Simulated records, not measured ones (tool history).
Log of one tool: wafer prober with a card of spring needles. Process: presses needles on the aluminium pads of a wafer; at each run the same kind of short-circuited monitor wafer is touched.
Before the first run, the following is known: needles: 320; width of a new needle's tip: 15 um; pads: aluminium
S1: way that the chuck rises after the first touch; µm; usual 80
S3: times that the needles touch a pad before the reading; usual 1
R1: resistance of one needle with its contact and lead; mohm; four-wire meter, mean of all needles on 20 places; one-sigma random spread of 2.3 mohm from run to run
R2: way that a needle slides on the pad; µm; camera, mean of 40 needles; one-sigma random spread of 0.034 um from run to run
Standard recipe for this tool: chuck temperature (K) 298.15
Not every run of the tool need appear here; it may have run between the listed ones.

{"run": 1, "day": 0.0, "S1": 80, "chuck temperature (K)": 298.15, "S3": 1, "R1": 257, "R2": 9.98}
{"run": 2, "day": 0.346, "S1": 80, "chuck temperature (K)": 353.15, "S3": 1, "R1": 290, "R2": 10.08}
{"day": 0.588, "done": "tips cleaned on abrasive film"}
{"run": 3, "day": 0.65, "S1": 79, "chuck temperature (K)": 298.15, "S3": 1, "R1": 259, "R2": 9.94}
{"run": 4, "day": 1.021, "S1": 79, "chuck temperature (K)": 298.15, "S3": 1, "R1": 275, "R2": 9.9}
{"day": 1.262, "done": "tips cleaned on abrasive film"}
{"run": 5, "day": 1.538, "S1": 79, "chuck temperature (K)": 298.15, "S3": 1, "R1": 269, "R2": 9.95}
{"day": 1.933, "done": "tips cleaned on abrasive film"}
{"run": 6, "day": 2.062, "S1": 79, "chuck temperature (K)": 302.15, "S3": 1, "R1": 268, "R2": 9.88}
{"run": 7, "day": 2.462, "S1": 79, "chuck temperature (K)": 302.15, "S3": 1, "R1": 281, "R2": 9.89}
{"day": 2.592, "done": "tips cleaned on abrasive film"}
{"run": 8, "day": 2.788, "S1": 79, "chuck temperature (K)": 302.15, "S3": 1, "R1": 270, "R2": 9.95}
{"day": 3.242, "done": "tips cleaned on abrasive film"}
{"run": 9, "day": 3.279, "S1": 79, "chuck temperature (K)": 302.15, "S3": 1, "R1": 258, "R2": 9.93}
{"run": 10, "day": 3.542, "S1": 61, "chuck temperature (K)": 302.15, "S3": 1, "R1": 289, "R2": 7.65}
{"day": 3.9, "done": "tips cleaned on abrasive film"}
{"run": 11, "day": 3.992, "S1": 61, "chuck temperature (K)": 302.15, "S3": 1, "R1": 272, "R2": 7.62}
{"run": 12, "day": 4.454, "S1": 61, "chuck temperature (K)": 302.15, "S3": 1, "R1": 299, "R2": 7.66}
{"day": 4.567, "done": "tips cleaned on abrasive film"}
{"run": 13, "day": 4.958, "S1": 80, "chuck temperature (K)": 309.15, "S3": 1, "R1": 278, "R2": 10.03}
{"day": 5.238, "done": "tips cleaned on abrasive film"}
{"run": 14, "day": 5.479, "S1": 80, "chuck temperature (K)": 309.15, "S3": 1, "R1": 270, "R2": 9.98}
{"run": 15, "day": 5.804, "S1": 80, "chuck temperature (K)": 309.15, "S3": 1, "R1": 286, "R2": 10.04}
{"day": 5.904, "done": "tips cleaned on abrasive film"}
{"run": 16, "day": 6.158, "S1": 96, "chuck temperature (K)": 368.15, "S3": 2, "R1": 278, "R2": 12.03}
{"run": 17, "day": 6.479, "S1": 72, "chuck temperature (K)": 379.15, "S3": 2, "R1": 293, "R2": 9}
{"day": 6.588, "done": "tips cleaned on abrasive film"}
{"run": 18, "day": 6.967, "S1": 80, "chuck temperature (K)": 313.15, "S3": 1, "R1": 280, "R2": 9.95}
{"day": 7.246, "done": "tips cleaned on abrasive film"}
{"run": 19, "day": 7.308, "S1": 68, "chuck temperature (K)": 299.15, "S3": 1, "R1": 264, "R2": 8.41}
{"run": 20, "day": 7.658, "S1": 80, "chuck temperature (K)": 298.15, "S3": 2, "R1": 266, "R2": 9.94}
{"day": 7.892, "done": "tips cleaned on abrasive film"}
{"run": 21, "day": 8.129, "S1": 79, "chuck temperature (K)": 298.15, "S3": 1, "R1": 269, "R2": 9.92}
{"run": 22, "day": 8.479, "S1": 70, "chuck temperature (K)": 298.15, "S3": 2, "R1": 277, "R2": 8.74}
{"day": 8.542, "done": "tips cleaned on abrasive film"}
{"run": 23, "day": 8.888, "S1": 81, "chuck temperature (K)": 298.15, "S3": 1, "R1": 276, "R2": 10.12}
{"day": 9.2, "done": "tips cleaned on abrasive film"}
{"run": 24, "day": 9.217, "S1": 62, "chuck temperature (K)": 298.15, "S3": 1, "R1": 259, "R2": 7.69}
{"run": 25, "day": 9.542, "S1": 62, "chuck temperature (K)": 298.15, "S3": 1, "R1": 287, "R2": 7.65}
{"day": 9.854, "done": "tips cleaned on abrasive film"}
{"run": 26, "day": 9.875, "S1": 80, "chuck temperature (K)": 300.15, "S3": 2, "R1": 255, "R2": 10.01}
{"run": 27, "day": 10.317, "S1": 76, "chuck temperature (K)": 299.15, "S3": 1, "R1": 282, "R2": 9.42}

Hidden state or all else? Some run-to-run changes of R1, split into what the settings, what came in and random variation would give without the hidden state, and what is left for the hidden state (with any gauge scatter that isn't in both results):
Hidden state at play: debris on the tips, nm; way that the needles fall short of the set height, um; tips' diameter, um; drift of the gauge itself on contact_mohm, %; drift of the gauge itself on scrub_um, %.
Run 1 -> 2: chuck temperature (K) 298.15 -> 353.15. R1 +33 mohm: hidden state +14, all else +19.
Run 24 -> 25: no setting touched and nothing written in the log between the runs. R1 +28 mohm: hidden state +29, all else -1.
Run 25 -> 26: S1 62 -> 80, chuck temperature (K) 298.15 -> 300.15, S3 1 -> 2, tips cleaned on abrasive film. R1 -32 mohm: hidden state -31, all else -1.
